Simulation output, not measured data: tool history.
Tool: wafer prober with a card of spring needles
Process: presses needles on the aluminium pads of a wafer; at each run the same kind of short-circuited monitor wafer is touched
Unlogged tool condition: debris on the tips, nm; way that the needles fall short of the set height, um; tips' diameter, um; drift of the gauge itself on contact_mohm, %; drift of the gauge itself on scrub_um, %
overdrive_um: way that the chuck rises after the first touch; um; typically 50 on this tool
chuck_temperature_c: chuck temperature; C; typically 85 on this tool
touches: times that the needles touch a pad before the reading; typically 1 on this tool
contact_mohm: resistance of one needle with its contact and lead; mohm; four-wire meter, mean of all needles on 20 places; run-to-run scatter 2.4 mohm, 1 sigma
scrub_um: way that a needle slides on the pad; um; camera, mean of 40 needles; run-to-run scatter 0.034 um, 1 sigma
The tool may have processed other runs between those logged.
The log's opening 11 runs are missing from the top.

run	hour	overdrive_um	chuck_temperature_c	touches	touches since the tips were cleaned	cleanings since the card got new needles	touches since the first contact's height was set	contact_mohm	scrub_um
12	235.6	50	85	1	6483	20	7331	276	6.51
# hour 242.4: tips cleaned on abrasive film
13	264.7	50	85	2	3040	21	11279	274	6.62
14	288.5	50	85	2	6284	21	14523	274	6.59
# hour 296.1: tips cleaned on abrasive film
15	310.4	50	85	2	1942	22	17496	274	6.56
16	341.4	50	85	2	6173	22	21727	277	6.58
# hour 351.7: tips cleaned on abrasive film
17	356.4	50	85	2	641	23	23749	270	6.66
18	375.8	50	85	2	3284	23	26392	275	6.62
19	395.0	50	85	2	5910	23	29018	275	6.63
# hour 406.8: tips cleaned on abrasive film
20	416.1	50	85	2	1259	24	31872	273	6.66
21	434.9	50	85	2	3828	24	34441	278	6.61
# hour 461.0: tips cleaned on abrasive film
22	461.0	37	31	1	0	25	37985	264	4.91
23	489.9	50	61	2	3931	25	41916	267	6.68
# hour 516.0: tips cleaned on abrasive film
24	516.0	50	61	2	0	26	45455	266	6.67
25	532.1	50	115	2	2197	26	47652	287	6.57
26	555.8	35	70	3	5425	26	50880	275	4.68
# hour 572.3: tips cleaned on abrasive film
27	572.8	54	85	1	60	27	53185	271	7.22
28	598.4	57	125	1	3555	27	56680	285	7.60
29	618.0	40	28	2	6216	27	59341	261	5.33
# hour 626.2: tips cleaned on abrasive film
30	640.1	68	85	2	1901	28	62348	270	9.13
31	656.9	68	85	2	4181	28	64628	271	9.04
# hour 680.0: tips cleaned on abrasive film
32	680.0	50	32	2	0	29	67767	258	6.68
33	695.4	47	32	2	2094	29	69861	257	6.37
34	713.1	38	32	3	4508	29	72275	264	5.14
# hour 734.0: tips cleaned on abrasive film
35	735.1	67	43	3	152	30	75265	257	9.01

Branching from run 35: 3 alternative next runs. What would each branch give?
# hour 737.5: gauge calibrated
A	760.0	45	85	1	3547	30	78660	?	?
# hour 737.5: gauge calibrated
B	760.0	67	99	3	3547	30	78660	?	?
# hour 737.5: gauge calibrated
C	760.0	32	49	2	3547	30	78660	?	?

run	contact_mohm	scrub_um
A	276	5.89
B	273	8.67
C	273	4.16
Had the tool no hidden state, the same runs would have come out as:
run	contact_mohm	scrub_um
A	276	5.88
B	273	8.66
C	273	4.15
